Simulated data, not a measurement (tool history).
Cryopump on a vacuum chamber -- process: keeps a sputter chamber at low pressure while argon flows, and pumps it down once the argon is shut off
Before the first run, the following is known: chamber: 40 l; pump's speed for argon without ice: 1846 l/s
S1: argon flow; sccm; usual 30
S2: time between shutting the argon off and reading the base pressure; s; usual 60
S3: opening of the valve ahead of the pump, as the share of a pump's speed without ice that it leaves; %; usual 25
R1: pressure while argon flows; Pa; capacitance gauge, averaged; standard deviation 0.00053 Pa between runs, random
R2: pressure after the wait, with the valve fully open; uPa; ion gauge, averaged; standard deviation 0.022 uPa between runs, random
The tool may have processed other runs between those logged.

Run 1, hour 0: usual settings. Result: R1 0.1118 Pa, R2 1.34 uPa.
Run 2, hour 39.1: usual settings but S1 24 sccm. Result: R1 0.0894 Pa, R2 1.33 uPa.
Run 3, hour 63.7: usual settings but S1 24 sccm. Result: R1 0.0896 Pa, R2 1.29 uPa.
Run 4, hour 94.2: usual settings but S1 24 sccm. Result: R1 0.0903 Pa, R2 1.33 uPa.
Run 5, hour 145: usual settings but S1 24 sccm. Result: R1 0.0898 Pa, R2 1.3 uPa.
Run 6, hour 195.9: usual settings. Result: R1 0.1129 Pa, R2 1.37 uPa.
Run 7, hour 245.5: usual settings. Result: R1 0.1144 Pa, R2 1.34 uPa.
Run 8, hour 294.5: usual settings but S1 20 sccm. Result: R1 0.0756 Pa, R2 1.35 uPa.
Run 9, hour 342.4: usual settings but S1 20 sccm. Result: R1 0.0767 Pa, R2 1.4 uPa.
Run 10, hour 398.9: usual settings. Result: R1 0.1139 Pa, R2 1.44 uPa.
At hour 406.3: pump warmed up, emptied and cooled again.
Run 11, hour 431.9: usual settings. Result: R1 0.1095 Pa, R2 1.31 uPa.
Run 12, hour 477.3: usual settings but S3 20 %. Result: R1 0.1385 Pa, R2 1.29 uPa.
Run 13, hour 505.9: usual settings but S3 20 %. Result: R1 0.1375 Pa, R2 1.31 uPa.
Run 14, hour 546.6: usual settings. Result: R1 0.111 Pa, R2 1.3 uPa.
Run 15, hour 585.1: usual settings. Result: R1 0.1112 Pa, R2 1.32 uPa.
Run 16, hour 627.4: usual settings but S2 59 s. Result: R1 0.1113 Pa, R2 1.36 uPa.
Run 17, hour 672.2: usual settings but S1 58 sccm, S2 59 s. Result: R1 0.2139 Pa, R2 1.36 uPa.
Run 18, hour 712.6: usual settings but S1 58 sccm, S2 59 s. Result: R1 0.2159 Pa, R2 1.37 uPa.
Run 19, hour 767.5: usual settings but S1 31 sccm, S2 87 s. Result: R1 0.1157 Pa, R2 1.29 uPa.
Run 20, hour 815.9: usual settings but S1 31 sccm, S2 87 s. Result: R1 0.1157 Pa, R2 1.24 uPa.
Run 21, hour 869.1: usual settings but S1 24 sccm, S2 71 s, S3 19 %. Result: R1 0.1182 Pa, R2 1.37 uPa.
Run 22, hour 892.2: usual settings but S1 19 sccm, S2 31 s, S3 26 %. Result: R1 0.069 Pa, R2 1.82 uPa.
Run 23, hour 928: usual settings but S2 278 s, S3 15 %. Result: R1 0.1862 Pa, R2 1.06 uPa.
At hour 964.6: leaking fittings of the chamber tightened, without venting.
Run 24, hour 972.3: usual settings but S2 278 s, S3 15 %. Result: R1 0.1872 Pa, R2 0.3 uPa.
Run 25, hour 1013.9: usual settings but S1 36 sccm. Result: R1 0.1369 Pa, R2 0.56 uPa.
Run 26, hour 1069.9: usual settings but S1 36 sccm, S2 59 s, S3 16 %. Result: R1 0.211 Pa, R2 0.61 uPa.
Run 27, hour 1107.8: usual settings but S1 38 sccm, S2 47 s, S3 34 %. Result: R1 0.1067 Pa, R2 0.75 uPa.
Run 28, hour 1157.3: usual settings but S1 38 sccm, S2 187 s, S3 15 %. Result: R1 0.2372 Pa, R2 0.34 uPa.
Run 29, hour 1207.2: usual settings but S1 38 sccm, S2 187 s, S3 15 %. Result: R1 0.2375 Pa, R2 0.39 uPa.
At hour 1234: pump warmed up, emptied and cooled again.
Run 30, hour 1258.4: usual settings but S1 47 sccm, S3 32 %. Result: R1 0.1352 Pa, R2 0.64 uPa.
Run 31, hour 1284.9: usual settings but S1 47 sccm, S2 117 s, S3 15 %. Result: R1 0.2883 Pa, R2 0.43 uPa.
Run 32, hour 1334.9: usual settings but S2 191 s. Result: R1 0.112 Pa, R2 0.37 uPa.
Run 33, hour 1366.9: usual settings but S1 18 sccm, S2 31 s, S3 15 %. Result: R1 0.1099 Pa, R2 1.03 uPa.
Run 34, hour 1393.4: usual settings but S1 18 sccm, S2 31 s, S3 15 %. Result: R1 0.11 Pa, R2 1.05 uPa.

For some of the steps in R1 from one run to the next: how much would appear even if the tool had no hidden state, given the settings, what came in and random variation, and how much remains for the hidden state plus any gauge scatter that the measured result and the result without hidden state don't share?
Hidden conditions of the tool in this case: pump's speed, % of a pump's without ice; cold plate's temperature, K; leak into the chamber, uPa l/s; drift of the gauge itself on working_pa, %; drift of the gauge itself on base_upa, %.
Run 9 -> 10: S1 20 -> 30. R1 +0.0372 Pa: hidden state +0.0018, all else +0.0354.
Run 10 -> 11: pump warmed up, emptied and cooled again. R1 -0.0044 Pa: hidden state -0.0042, all else -0.0002.
Run 27 -> 28: S2 47 -> 187, S3 34 -> 15. R1 +0.1305 Pa: hidden state +0.0004, all else +0.1301.
Run 29 -> 30: S1 38 -> 47, S2 187 -> 60, S3 15 -> 32, pump warmed up, emptied and cooled again. R1 -0.1023 Pa: hidden state -0.0046, all else -0.0977.
Run 30 -> 31: S2 60 -> 117, S3 32 -> 15. R1 +0.1531 Pa: hidden state +0.0002, all else +0.1529.
Run 31 -> 32: S1 47 -> 30, S2 117 -> 191, S3 15 -> 25. R1 -0.1763 Pa: hidden state +0, all else -0.1763.
